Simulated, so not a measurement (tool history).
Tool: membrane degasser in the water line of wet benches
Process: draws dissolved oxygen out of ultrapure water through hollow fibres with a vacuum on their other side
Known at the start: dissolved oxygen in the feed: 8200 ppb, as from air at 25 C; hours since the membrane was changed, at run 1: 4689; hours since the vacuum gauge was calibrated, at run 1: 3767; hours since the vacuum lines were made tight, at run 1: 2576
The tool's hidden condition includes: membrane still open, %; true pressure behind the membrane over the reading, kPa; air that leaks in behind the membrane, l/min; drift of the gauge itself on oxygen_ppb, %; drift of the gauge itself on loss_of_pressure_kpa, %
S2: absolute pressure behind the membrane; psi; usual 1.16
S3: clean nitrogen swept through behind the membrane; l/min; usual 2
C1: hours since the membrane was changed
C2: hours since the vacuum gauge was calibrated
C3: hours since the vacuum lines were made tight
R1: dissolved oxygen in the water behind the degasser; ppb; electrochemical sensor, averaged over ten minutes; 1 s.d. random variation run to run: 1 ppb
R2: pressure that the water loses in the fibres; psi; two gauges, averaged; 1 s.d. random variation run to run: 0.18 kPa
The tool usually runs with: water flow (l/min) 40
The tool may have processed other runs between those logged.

Run 1, hour 0: usual settings; C1 4689; C2 3767; C3 2576. Result: R1 210.8 ppb, R2 4.541 psi.
Run 2, hour 216.6: usual settings; C1 4905; C2 3984; C3 2792. Result: R1 213.6 ppb, R2 4.569 psi.
Run 3, hour 453.3: usual settings; C1 5142; C2 4221; C3 3029. Result: R1 214.1 ppb, R2 4.595 psi.
Run 4, hour 580.9: usual settings but S3 0.88 l/min; C1 5270; C2 4348; C3 3156. Result: R1 410.1 ppb, R2 4.482 psi.
Run 5, hour 874.4: usual settings but S3 0.88 l/min; C1 5563; C2 4642; C3 3450. Result: R1 411.5 ppb, R2 4.532 psi.
At hour 914.2: vacuum gauge calibrated.
Run 6, hour 1068.9: usual settings but water flow (l/min) 64; C1 5757; C2 155; C3 3644. Result: R1 329.8 ppb, R2 7.271 psi.
Run 7, hour 1275.2: usual settings but water flow (l/min) 64; C1 5964; C2 361; C3 3850. Result: R1 330.4 ppb, R2 7.233 psi.
Run 8, hour 1581.2: usual settings but S2 1.466 psi; C1 6270; C2 667; C3 4156. Result: R1 302 ppb, R2 4.561 psi.
Run 9, hour 1832.3: usual settings but S2 1.742 psi; C1 6521; C2 918; C3 4407. Result: R1 377.7 ppb, R2 4.543 psi.
Run 10, hour 2078.8: usual settings but S2 1.742 psi; C1 6767; C2 1165; C3 4654. Result: R1 377 ppb, R2 4.548 psi.
Run 11, hour 2328.3: usual settings but S3 4.38 l/min; C1 7017; C2 1414; C3 4903. Result: R1 104.8 ppb, R2 4.566 psi.
Run 12, hour 2581.2: usual settings but S3 4.38 l/min; C1 7270; C2 1667; C3 5156. Result: R1 104.9 ppb, R2 4.574 psi.
Run 13, hour 2853: usual settings but S2 2.484 psi, S3 4.38 l/min; C1 7541; C2 1939; C3 5428. Result: R1 291.9 ppb, R2 4.563 psi.
Run 14, hour 3008.8: usual settings but S3 2.92 l/min; C1 7697; C2 2095; C3 5584. Result: R1 151.3 ppb, R2 4.543 psi.
Run 15, hour 3277.8: usual settings but S3 2.92 l/min; C1 7966; C2 2364; C3 5853. Result: R1 151 ppb, R2 4.534 psi.
Run 16, hour 3523.4: usual settings but water flow (l/min) 35, S2 1.001 psi, S3 2.98 l/min; C1 8212; C2 2609; C3 6099. Result: R1 101.9 ppb, R2 3.986 psi.

Difference, measured minus no-hidden-state, one row per run. Run-to-run variation is common to both terms; the gauge's own scatter need not be:
run    R1
  1    +0
  2  -0.1
  3  -0.2
  4  -0.7
  5  -1.2
  6    -1
  7  -1.2
  8  -1.6
  9  -2.3
 10  -2.6
 11  -0.8
 12  -0.9
 13  -2.8
 14  -1.5
 15  -1.6
 16  -1.2
For R2, the value without the hidden state is never more than 0.006 psi from the measured value.
